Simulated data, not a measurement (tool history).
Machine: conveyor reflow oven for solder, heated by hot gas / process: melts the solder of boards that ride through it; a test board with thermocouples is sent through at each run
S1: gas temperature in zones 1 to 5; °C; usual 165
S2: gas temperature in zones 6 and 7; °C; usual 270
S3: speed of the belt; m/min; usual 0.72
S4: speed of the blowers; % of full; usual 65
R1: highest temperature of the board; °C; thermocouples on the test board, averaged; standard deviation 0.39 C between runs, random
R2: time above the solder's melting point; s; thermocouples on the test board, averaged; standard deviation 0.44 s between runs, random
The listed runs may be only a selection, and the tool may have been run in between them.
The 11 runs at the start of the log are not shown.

run	hour	S1	S2	S3	S4	R1	R2
12	161.5	165	270	0.72	65	244.9	39.9
13	172.4	165	270	0.72	65	245	40.4
14	190.2	165	270	0.72	65	244.9	39.6
15	200.7	165	270	0.72	65	244.6	41
16	219.3	165	270	0.72	65	245.4	40.1
17	235.6	165	283	0.726	71	257	48.8
18	251.6	165	283	0.726	71	256.6	48.4
19	270.6	154	283	0.776	76	253.6	40.3
20	280.6	163	272	0.72	65	245.3	40
21	298.2	177	285	0.72	65	259.4	54.9
22	309.7	177	285	0.72	65	259.8	53.5
23	319.3	177	285	0.72	65	259.9	53.4
24	335.5	177	285	0.72	65	260.3	54.4
25	352.3	177	285	0.72	65	259.7	54.5
26	362.3	177	285	0.72	65	259.7	54.1
27	373.6	177	285	0.72	65	260.1	53.5
# hour 381.2: flux residue cleaned out of gas plates and filters
28	387.9	153	270	0.72	65	242.1	35.2
29	401.9	175	261	0.72	65	240.4	39.9
30	415.4	165	258	0.72	65	235.7	32
31	424.2	160	279	0.72	89	257.6	48.5

Predict each of these 3 candidate next runs independently; none follows another, all start after run 31:
A	432.8	165	285	0.845	65	?	?
B	432.8	172	261	0.72	66	?	?
C	432.8	165	270	0.644	50	?	?

run	R1	R2
A	249.4	36.6
B	239.6	37.6
C	245.4	45.5
Without the tool's unlogged condition, the same runs would have read:
run	R1	R2
A	249.2	36.5
B	239.4	37.4
C	245.2	45.3
